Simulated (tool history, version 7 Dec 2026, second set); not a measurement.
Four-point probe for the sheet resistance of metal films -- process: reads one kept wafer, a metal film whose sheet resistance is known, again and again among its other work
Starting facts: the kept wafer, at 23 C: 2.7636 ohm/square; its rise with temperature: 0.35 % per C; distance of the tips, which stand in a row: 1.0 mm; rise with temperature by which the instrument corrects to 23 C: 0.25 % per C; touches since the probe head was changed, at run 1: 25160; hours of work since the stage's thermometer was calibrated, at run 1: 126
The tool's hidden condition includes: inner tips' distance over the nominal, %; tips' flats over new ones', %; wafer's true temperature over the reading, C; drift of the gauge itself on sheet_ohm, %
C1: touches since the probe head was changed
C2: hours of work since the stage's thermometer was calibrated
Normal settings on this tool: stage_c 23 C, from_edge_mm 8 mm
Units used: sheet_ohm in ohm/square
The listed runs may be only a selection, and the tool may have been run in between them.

run 1 hour=0.0 | stage_c=23 from_edge_mm=8 | C1=25160 C2=126 | sheet_ohm=2.779450
run 2 hour=9.1 | stage_c=23 from_edge_mm=44 | C1=25342 C2=132 | sheet_ohm=2.756091
run 3 hour=26.2 | stage_c=23 from_edge_mm=17 | C1=25685 C2=142 | sheet_ohm=2.761398
run 4 hour=42.1 | stage_c=23 from_edge_mm=17 | C1=26003 C2=151 | sheet_ohm=2.760607
run 5 hour=51.4 | stage_c=23 from_edge_mm=41 | C1=26189 C2=157 | sheet_ohm=2.758061
run 6 hour=65.8 | stage_c=23 from_edge_mm=41 | C1=26477 C2=165 | sheet_ohm=2.756783
run 7 hour=76.5 | stage_c=23 from_edge_mm=8 | C1=26691 C2=172 | sheet_ohm=2.778059
run 8 hour=85.7 | stage_c=28 from_edge_mm=8 | C1=26876 C2=177 | sheet_ohm=2.792241
run 9 hour=101.4 | stage_c=28 from_edge_mm=8 | C1=27191 C2=187 | sheet_ohm=2.792616
run 10 hour=115.8 | stage_c=28 from_edge_mm=8 | C1=27477 C2=195 | sheet_ohm=2.791696
run 11 hour=124.9 | stage_c=28 from_edge_mm=8 | C1=27660 C2=200 | sheet_ohm=2.792054
run 12 hour=140.0 | stage_c=26 from_edge_mm=53 | C1=27962 C2=209 | sheet_ohm=2.764155
run 13 hour=152.2 | stage_c=32 from_edge_mm=8 | C1=28206 C2=217 | sheet_ohm=2.801894
run 14 hour=168.1 | stage_c=27 from_edge_mm=8 | C1=28525 C2=226 | sheet_ohm=2.789268
run 15 hour=186.8 | stage_c=28 from_edge_mm=5 | C1=28899 C2=237 | sheet_ohm=2.827112
run 16 hour=200.2 | stage_c=33 from_edge_mm=17 | C1=29166 C2=245 | sheet_ohm=2.785995
run 17 hour=209.4 | stage_c=33 from_edge_mm=17 | C1=29351 C2=251 | sheet_ohm=2.786203
run 18 hour=218.3 | stage_c=33 from_edge_mm=17 | C1=29529 C2=256 | sheet_ohm=2.786808
run 19 hour=230.4 | stage_c=22 from_edge_mm=4 | C1=29771 C2=263 | sheet_ohm=2.840487
run 20 hour=240.1 | stage_c=32 from_edge_mm=74 | C1=29965 C2=269 | sheet_ohm=2.778292

Subtracting, for every run, the result it would have given without the tool's unlogged condition from the measured result gives the following. The same run-to-run variation enters both numbers; the gauge's scatter may not:
run=1 sheet_ohm=-0.007303
run=2 sheet_ohm=-0.007316
run=3 sheet_ohm=-0.007456
run=4 sheet_ohm=-0.007565
run=5 sheet_ohm=-0.007619
run=6 sheet_ohm=-0.007715
run=7 sheet_ohm=-0.007847
run=8 sheet_ohm=-0.007974
run=9 sheet_ohm=-0.008111
run=10 sheet_ohm=-0.008220
run=11 sheet_ohm=-0.008293
run=12 sheet_ohm=-0.008324
run=13 sheet_ohm=-0.008533
run=14 sheet_ohm=-0.008611
run=15 sheet_ohm=-0.008860
run=16 sheet_ohm=-0.008869
run=17 sheet_ohm=-0.008937
run=18 sheet_ohm=-0.008999
run=19 sheet_ohm=-0.009201
run=20 sheet_ohm=-0.009131
